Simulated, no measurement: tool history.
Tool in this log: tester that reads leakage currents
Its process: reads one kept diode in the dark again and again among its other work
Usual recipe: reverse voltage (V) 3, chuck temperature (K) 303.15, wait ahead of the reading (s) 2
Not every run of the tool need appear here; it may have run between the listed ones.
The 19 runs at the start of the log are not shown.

run      day  reverse voltage (V)  chuck temperature (K)  wait ahead of the reading (s)  hours of work since the probe card was cleaned  hours of work since the tester was calibrated  hours of work since the chuck was calibrated  current that the tester gives (pA)
 20    102.2                    3                 303.15                              2                                            1012                                           3028                                          1269                              204.34
 21  106.375                    3                 303.15                              2                                            1054                                           3070                                          1311                              204.87
 22  112.817                    3                 303.15                              2                                            1118                                           3134                                          1375                               203.1
 23  116.879                    3                 303.15                              2                                            1158                                           3174                                          1415                              203.44
 24  121.283                    3                 303.15                              2                                            1202                                           3218                                          1459                              203.65
 25  126.675                    3                 303.15                           0.31                                            1256                                           3272                                          1513                              204.34
 26  131.875                 6.09                 308.15                              2                                            1308                                           3324                                          1565                              426.85
 27  137.646                 6.09                 308.15                              2                                            1365                                           3381                                          1622                              426.16
 28  142.667                 3.21                 326.15                           3.39                                            1415                                           3431                                          1672                              966.03
 29  146.217                 1.62                 303.15                           0.56                                            1450                                           3466                                          1707                              143.53
     148.096  -- probe card cleaned and baked
 30  153.217                 7.44                 293.15                           1.72                                              51                                           3535                                          1776                              150.82
 31  158.767                    3                 304.15                           1.97                                             106                                           3590                                          1831                              207.61
 32  164.458                    3                 304.15                           1.97                                             163                                           3646                                          1887                              206.91
 33  167.279                    3                 304.15                           1.97                                             191                                           3674                                          1916                              206.81
 34  174.217                 6.71                 308.15                           1.97                                             260                                           3743                                          1985                              427.75
 35  177.492                 6.71                 308.15                           1.97                                             292                                           3776                                          2017                              429.09
 36  182.267                 4.55                 312.15                           1.97                                             340                                           3824                                          2065                              452.99
 37  185.121                 3.29                 301.15                            2.8                                             368                                           3852                                          2093                              175.16
 38  191.408                 9.62                 301.15                            2.8                                             431                                           3914                                          2156                              315.03
 39  194.562                 9.62                 301.15                            2.8                                             462                                           3946                                          2187                              314.25
 40  198.758                 2.16                 319.15                            2.8                                             504                                           3988                                          2229                              480.51
 41  205.088                 9.62                 312.15                              2                                             567                                           4051                                          2292                               680.5

3 options for the next run, each taken on its own from the tool as it stands now. Forecast them:
  A  210.112                 6.75                 318.15                              2                                             617                                           4101                                          2342                                   ?
  B  210.112                 1.71                 299.15                           6.27                                             617                                           4101                                          2342                                   ?
  C  210.112                17.98                 303.15                              2                                             617                                           4101                                          2342                                   ?

run  current that the tester gives (pA)
  A                              835.11
  B                              104.08
  C                              516.07
Without the tool's unlogged condition, the same runs would have read:
run  current that the tester gives (pA)
  A                              915.01
  B                              114.75
  C                              554.73
